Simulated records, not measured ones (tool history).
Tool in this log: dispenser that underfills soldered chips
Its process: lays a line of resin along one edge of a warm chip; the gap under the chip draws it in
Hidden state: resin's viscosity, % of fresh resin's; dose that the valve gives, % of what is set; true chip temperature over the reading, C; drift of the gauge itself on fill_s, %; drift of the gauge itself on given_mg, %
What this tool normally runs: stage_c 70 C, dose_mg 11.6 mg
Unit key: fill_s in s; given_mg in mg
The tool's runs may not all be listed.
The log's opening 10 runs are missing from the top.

run   hour  stage_c  dose_mg  hours of work since the syringe was changed  hours of work since the valve was cleaned  hours of work since the stage was calibrated  fill_s  given_mg
     109.1  -- new syringe of resin
     116.3  -- new syringe of resin
 11  118.3       85     11.6                                            2                                         33                                           248    72.4     11.28
     123.8  -- new syringe of resin
 12  129.5       70     11.6                                            4                                         41                                           256   164.5     11.29
     131.1  -- new syringe of resin
     138.2  -- new syringe of resin
 13  139.1       70     11.6                                            1                                         48                                           263   133.0     11.05
     145.3  -- new syringe of resin
     152.6  -- new syringe of resin
 14  152.6       70     11.0                                            0                                         58                                           273   129.2     10.43
     160.2  -- new syringe of resin
 15  161.7       70     11.0                                            1                                         65                                           280   141.8     10.45
     168.2  -- new syringe of resin
 16  170.5       70     11.0                                            2                                         72                                           287   147.1     10.32
     176.4  -- new syringe of resin
 17  180.1       70     10.7                                            3                                         79                                           294   159.7     10.06
     183.7  -- new syringe of resin
     190.8  -- new syringe of resin
 18  193.1       70     10.7                                            2                                         89                                           303   150.8     10.05
     197.9  -- new syringe of resin
 19  202.1       70     10.1                                            3                                         95                                           310   169.2      9.47
     205.7  -- new syringe of resin
     213.2  -- new syringe of resin
 20  218.1       63     13.2                                            4                                        107                                           322   220.8     12.13
     220.9  -- new syringe of resin
     226.6  -- dispensing valve cleaned and set on the balance
 21  228.6       59     11.6                                            5                                          2                                           329   298.2     11.63
     229.9  -- new syringe of resin
     237.1  -- new syringe of resin
 22  239.1       69     10.0                                            2                                          9                                           337   158.6      9.85
     244.9  -- new syringe of resin
 23  249.6       62     10.7                                            4                                         17                                           345   241.6     10.56
     252.5  -- new syringe of resin
     260.1  -- new syringe of resin
 24  265.2       71     11.6                                            4                                         29                                           356   156.4     11.28
     267.8  -- new syringe of resin
     275.7  -- new syringe of resin
 25  279.7       65     10.0                                            3                                         39                                           367   209.1      9.77
     283.3  -- new syringe of resin
 26  289.1       56     13.3                                            4                                         46                                           374   331.2     12.86
     290.8  -- new syringe of resin
     299.1  -- new syringe of resin
 27  301.7       83     11.9                                            2                                         56                                           383    84.5     11.38
     306.7  -- new syringe of resin
     314.5  -- new syringe of resin
 28  318.7       78     12.9                                            3                                         68                                           396   112.5     12.30
     322.2  -- new syringe of resin
     329.9  -- new syringe of resin
 29  334.8       75     12.8                                            4                                         80                                           408   129.7     12.01
     337.1  -- new syringe of resin
     344.2  -- new syringe of resin
 30  344.2       77     10.1                                            0                                         87                                           415   106.4      9.53
     351.3  -- new syringe of resin
 31  354.0       83     12.8                                            2                                         95                                           422    83.9     11.90
     358.7  -- new syringe of resin
     365.8  -- new syringe of resin
 32  365.8       61     11.1                                            0                                        103                                           431   212.0     10.18

What if the next run were any one of these 3? Each begins from the tool's condition after run 32:
     374.1  -- new syringe of resin
     379.7  -- dispensing valve cleaned and set on the balance
  A  379.7       80     11.3                                            4                                          0                                           440       ?         ?
     374.1  -- new syringe of resin
     379.7  -- dispensing valve cleaned and set on the balance
  B  379.7       84      9.9                                            4                                          0                                           440       ?         ?
     374.1  -- new syringe of resin
     379.7  -- dispensing valve cleaned and set on the balance
  C  379.7       73     10.5                                            4                                          0                                           440       ?         ?

run  fill_s  given_mg
  A   108.4     11.28
  B    97.1      9.95
  C   148.1     10.54
With no hidden state in the tool, these same runs would have given:
run  fill_s  given_mg
  A    76.7     11.26
  B    69.0      9.93
  C   104.3     10.52
